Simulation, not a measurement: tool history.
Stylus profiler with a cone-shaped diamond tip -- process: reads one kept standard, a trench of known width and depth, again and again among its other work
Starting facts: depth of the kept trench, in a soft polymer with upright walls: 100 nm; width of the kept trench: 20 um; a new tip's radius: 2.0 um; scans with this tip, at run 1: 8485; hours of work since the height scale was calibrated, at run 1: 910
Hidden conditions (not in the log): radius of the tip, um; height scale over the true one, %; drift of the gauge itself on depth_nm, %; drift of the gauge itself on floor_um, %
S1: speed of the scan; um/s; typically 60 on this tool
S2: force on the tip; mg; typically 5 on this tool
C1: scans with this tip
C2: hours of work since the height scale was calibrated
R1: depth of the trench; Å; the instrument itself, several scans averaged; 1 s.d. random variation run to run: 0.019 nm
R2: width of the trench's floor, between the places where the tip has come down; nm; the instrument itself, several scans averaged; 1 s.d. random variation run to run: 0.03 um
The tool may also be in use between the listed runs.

run	hour	S1	S2	C1	C2	R1	R2
1	0	60	5	8485	910	1008.5	18460
2	21.4	130	5	8594	921	1008.6	18170
3	46.4	229	5	8722	935	1008.8	17760
4	77.9	229	5	8882	952	1008.8	17810
5	97.5	60	5	8982	963	1008.7	18520
6	124.3	60	5	9118	978	1008.9	18480
7	164.7	17	5	9324	1000	1008.8	18710
8	205.2	17	5	9530	1022	1008.7	18630
9	233.1	17	5	9672	1037	1008.9	18730
10	275.2	109	5	9886	1060	1008.9	18330
11	302.1	60	2.88	10023	1075	1006.5	18380
12	345	60	2.88	10241	1098	1006.2	18440
13	373.1	33	5	10385	1113	1008.8	18650
14	410.7	60	5	10576	1134	1008.7	18530
15	432	60	6.75	10684	1146	1010.7	18530
16	462	58	5	10837	1162	1008.8	18520
17	505	60	5	11056	1185	1008.7	18470
18	523	60	5	11148	1195	1009	18480
19	547.7	60	5	11274	1209	1008.7	18510
20	579.3	60	5	11434	1226	1008.9	18510
21	619.2	140	5	11638	1248	1008.8	18150
22	654.2	140	5	11815	1267	1008.5	18140
23	682.5	140	5	11960	1282	1008.8	18170
24	714.8	77	2.24	12124	1300	1005.2	18260
25	757.5	111	3.51	12342	1323	1007	18160
26	780	16	1.88	12456	1335	1004.4	18630
27	804	16	1.88	12578	1349	1004.4	18650
28	826	220	7.2	12690	1361	1011.4	17960

The next listed run, before its measurement:
29	849.5	94	10.43	12810	1373	?	?

{"run 29": {"R1": 1014.5, "R2": 18490}}
The same run, on a tool lacking any hidden state, would have yielded R1 1014.5 Å, R2 18500 nm.
